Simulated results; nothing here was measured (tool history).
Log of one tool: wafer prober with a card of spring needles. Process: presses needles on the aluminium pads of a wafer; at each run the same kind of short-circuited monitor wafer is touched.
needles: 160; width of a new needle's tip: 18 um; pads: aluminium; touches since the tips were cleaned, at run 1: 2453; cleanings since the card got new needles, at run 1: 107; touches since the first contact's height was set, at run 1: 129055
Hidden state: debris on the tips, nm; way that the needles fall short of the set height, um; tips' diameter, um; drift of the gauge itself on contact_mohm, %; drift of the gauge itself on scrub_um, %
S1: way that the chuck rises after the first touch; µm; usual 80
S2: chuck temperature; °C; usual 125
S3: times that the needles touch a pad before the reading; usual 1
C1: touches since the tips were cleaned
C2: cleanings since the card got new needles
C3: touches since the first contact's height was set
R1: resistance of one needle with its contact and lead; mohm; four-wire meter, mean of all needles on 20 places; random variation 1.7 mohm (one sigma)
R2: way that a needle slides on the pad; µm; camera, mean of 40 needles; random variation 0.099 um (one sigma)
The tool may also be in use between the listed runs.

{"run": 1, "hour": 0.0, "S1": 80, "S2": 125, "S3": 1, "C1": 2453, "C2": 107, "C3": 129055, "R1": 221, "R2": 14.1}
{"hour": 10.1, "done": "tips cleaned on abrasive film"}
{"hour": 26.8, "done": "tips cleaned on abrasive film"}
{"run": 2, "hour": 32.5, "S1": 80, "S2": 125, "S3": 1, "C1": 1702, "C2": 109, "C3": 138687, "R1": 225, "R2": 13.89}
{"hour": 43.3, "done": "tips cleaned on abrasive film"}
{"run": 3, "hour": 53.2, "S1": 80, "S2": 125, "S3": 1, "C1": 2948, "C2": 110, "C3": 144825, "R1": 245, "R2": 13.79}
{"hour": 62.1, "done": "tips cleaned on abrasive film"}
{"run": 4, "hour": 76.9, "S1": 65, "S2": 125, "S3": 1, "C1": 4430, "C2": 111, "C3": 151875, "R1": 298, "R2": 11.18}
{"hour": 80.6, "done": "tips cleaned on abrasive film"}
{"hour": 98.3, "done": "tips cleaned on abrasive film"}
{"hour": 115.7, "done": "tips cleaned on abrasive film"}
{"run": 5, "hour": 126.9, "S1": 65, "S2": 125, "S3": 1, "C1": 3349, "C2": 114, "C3": 166698, "R1": 293, "R2": 11.08}
{"hour": 134.8, "done": "tips cleaned on abrasive film"}
{"hour": 152.4, "done": "tips cleaned on abrasive film"}
{"hour": 168.7, "done": "tips cleaned on abrasive film"}
{"run": 6, "hour": 173.2, "S1": 65, "S2": 125, "S3": 1, "C1": 1353, "C2": 117, "C3": 180426, "R1": 248, "R2": 11.16}
{"hour": 184.6, "done": "tips cleaned on abrasive film"}
{"hour": 202.6, "done": "tips cleaned on abrasive film"}
{"run": 7, "hour": 213.1, "S1": 65, "S2": 125, "S3": 1, "C1": 3139, "C2": 119, "C3": 192275, "R1": 294, "R2": 11.02}
{"hour": 219.2, "done": "tips cleaned on abrasive film"}
{"hour": 238.5, "done": "tips cleaned on abrasive film"}
{"run": 8, "hour": 241.7, "S1": 65, "S2": 84, "S3": 1, "C1": 959, "C2": 121, "C3": 200745, "R1": 251, "R2": 10.96}
{"hour": 254.5, "done": "tips cleaned on abrasive film"}
{"hour": 270.3, "done": "tips cleaned on abrasive film"}
{"hour": 274.1, "done": "tips cleaned on abrasive film, once more"}
{"run": 9, "hour": 280.2, "S1": 80, "S2": 125, "S3": 2, "C1": 1806, "C2": 124, "C3": 212123, "R1": 217, "R2": 13.73}
{"hour": 291.2, "done": "tips cleaned on abrasive film"}
{"hour": 291.5, "done": "height of the first contact set anew"}
{"hour": 307.9, "done": "tips cleaned on abrasive film"}
{"hour": 324.6, "done": "tips cleaned on abrasive film"}
{"run": 10, "hour": 326.4, "S1": 80, "S2": 125, "S3": 1, "C1": 530, "C2": 127, "C3": 10361, "R1": 205, "R2": 14.41}
{"hour": 342.6, "done": "tips cleaned on abrasive film"}
{"run": 11, "hour": 352.0, "S1": 84, "S2": 31, "S3": 1, "C1": 2777, "C2": 128, "C3": 17951, "R1": 228, "R2": 14.9}
{"hour": 359.2, "done": "tips cleaned on abrasive film"}
{"hour": 375.1, "done": "tips cleaned on abrasive film"}
{"run": 12, "hour": 388.0, "S1": 84, "S2": 31, "S3": 1, "C1": 3872, "C2": 130, "C3": 28659, "R1": 233, "R2": 15.28}
{"hour": 391.6, "done": "tips cleaned on abrasive film"}
{"hour": 407.6, "done": "tips cleaned on abrasive film"}
{"hour": 425.6, "done": "tips cleaned on abrasive film"}
{"run": 13, "hour": 436.1, "S1": 84, "S2": 31, "S3": 1, "C1": 3118, "C2": 133, "C3": 42901, "R1": 231, "R2": 15.19}
{"hour": 443.2, "done": "tips cleaned on abrasive film"}
{"hour": 459.9, "done": "tips cleaned on abrasive film"}
{"run": 14, "hour": 459.9, "S1": 84, "S2": 115, "S3": 1, "C1": 0, "C2": 135, "C3": 49932, "R1": 183, "R2": 14.98}
{"hour": 477.5, "done": "tips cleaned on abrasive film"}
{"hour": 494.5, "done": "tips cleaned on abrasive film"}
{"run": 15, "hour": 508.8, "S1": 89, "S2": 28, "S3": 2, "C1": 4270, "C2": 137, "C3": 64464, "R1": 202, "R2": 15.67}
{"hour": 512.7, "done": "tips cleaned on abrasive film"}
{"hour": 528.9, "done": "tips cleaned on abrasive film"}
{"hour": 544.7, "done": "tips cleaned on abrasive film"}
{"run": 16, "hour": 544.7, "S1": 74, "S2": 111, "S3": 3, "C1": 0, "C2": 140, "C3": 75085, "R1": 183, "R2": 13.18}
{"hour": 563.2, "done": "tips cleaned on abrasive film"}
{"hour": 581.6, "done": "tips cleaned on abrasive film"}
{"run": 17, "hour": 581.6, "S1": 80, "S2": 54, "S3": 1, "C1": 0, "C2": 142, "C3": 86049, "R1": 176, "R2": 14.26}
{"hour": 599.4, "done": "tips cleaned on abrasive film"}
{"hour": 617.3, "done": "tips cleaned on abrasive film"}
{"run": 18, "hour": 619.4, "S1": 100, "S2": 105, "S3": 2, "C1": 645, "C2": 144, "C3": 97258, "R1": 188, "R2": 17.98}
{"hour": 633.3, "done": "tips cleaned on abrasive film"}
{"hour": 650.8, "done": "tips cleaned on abrasive film"}
{"run": 19, "hour": 660.6, "S1": 61, "S2": 32, "S3": 1, "C1": 2929, "C2": 146, "C3": 109472, "R1": 303, "R2": 10.62}

4 ways to go on from here, each from the tool as it stands after run 19. What would each give?
{"hour": 669.8, "done": "tips cleaned on abrasive film"}
{"hour": 686.8, "done": "tips cleaned on abrasive film"}
{"run": "A", "hour": 699.0, "S1": 61, "S2": 89, "S3": 1, "C1": 3641, "C2": 148, "C3": 120876, "R1": "?", "R2": "?"}
{"hour": 669.8, "done": "tips cleaned on abrasive film"}
{"hour": 686.8, "done": "tips cleaned on abrasive film"}
{"run": "B", "hour": 699.0, "S1": 61, "S2": 32, "S3": 1, "C1": 3641, "C2": 148, "C3": 120876, "R1": "?", "R2": "?"}
{"hour": 669.8, "done": "tips cleaned on abrasive film"}
{"hour": 686.8, "done": "tips cleaned on abrasive film"}
{"run": "C", "hour": 699.0, "S1": 99, "S2": 32, "S3": 1, "C1": 3641, "C2": 148, "C3": 120876, "R1": "?", "R2": "?"}
{"hour": 669.8, "done": "tips cleaned on abrasive film"}
{"hour": 686.8, "done": "tips cleaned on abrasive film"}
{"run": "D", "hour": 699.0, "S1": 62, "S2": 125, "S3": 1, "C1": 3641, "C2": 148, "C3": 120876, "R1": "?", "R2": "?"}

run=A R1=309 R2=10.57
run=B R1=313 R2=10.66
run=C R1=216 R2=17.80
run=D R1=310 R2=10.70
Without the tool's hidden state the same runs would have given:
run=A R1=172 R2=10.97
run=B R1=163 R2=11.06
run=C R1=155 R2=18.21
run=D R1=182 R2=11.10
